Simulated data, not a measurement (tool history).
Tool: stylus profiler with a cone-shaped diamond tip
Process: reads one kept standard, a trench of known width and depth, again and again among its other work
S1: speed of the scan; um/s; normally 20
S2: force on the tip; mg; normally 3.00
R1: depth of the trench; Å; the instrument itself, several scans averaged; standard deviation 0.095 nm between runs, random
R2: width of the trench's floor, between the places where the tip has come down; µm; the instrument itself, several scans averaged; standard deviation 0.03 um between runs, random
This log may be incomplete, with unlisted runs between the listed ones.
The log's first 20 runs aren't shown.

run	hour	S1	S2	R1	R2
21	736.5	20	3.00	1014.9	28.51
22	760.8	37	3.00	1016.3	28.41
23	806.3	37	3.00	1018.2	28.43
24	838.8	6	1.95	1011.1	28.46
25	867.1	6	1.95	1012.6	28.49
26	893.8	59	1.58	1010.9	28.29
27	938.7	10	4.85	1021.1	28.57
28	963.4	5	1.34	1010.3	28.54
29	1010.5	25	1.28	1010.9	28.37
30	1057.0	6	1.22	1009.2	28.50
31	1099.9	12	8.23	1030.2	28.46
32	1135.4	28	8.92	1031.1	28.44
33	1186.6	28	8.92	1033.5	28.47
34	1239.3	28	8.92	1033.0	28.48
35	1269.9	67	3.40	1018.3	28.30
36	1321.4	78	2.61	1014.0	28.20
37	1369.4	78	2.61	1016.6	28.17
38	1406.7	78	2.61	1014.3	28.22
39	1446.3	78	2.61	1017.6	28.25
40	1480.3	68	2.40	1015.4	28.31
41	1520.9	36	1.62	1012.5	28.38
42	1544.9	60	4.02	1020.0	28.32
43	1567.4	42	4.02	1022.6	28.35
44	1617.3	11	2.82	1017.8	28.40
45	1651.6	11	2.82	1018.5	28.41

Forecast each of these 3 alternatives for the next run:
A	1695.3	68	2.61	?	?
B	1695.3	10	3.26	?	?
C	1695.3	13	2.01	?	?

run	R1	R2
A	1018.6	28.21
B	1019.1	28.47
C	1013.5	28.41
Without the tool's hidden state the same runs would have given:
run	R1	R2
A	1015.6	28.51
B	1016.1	28.77
C	1010.5	28.71

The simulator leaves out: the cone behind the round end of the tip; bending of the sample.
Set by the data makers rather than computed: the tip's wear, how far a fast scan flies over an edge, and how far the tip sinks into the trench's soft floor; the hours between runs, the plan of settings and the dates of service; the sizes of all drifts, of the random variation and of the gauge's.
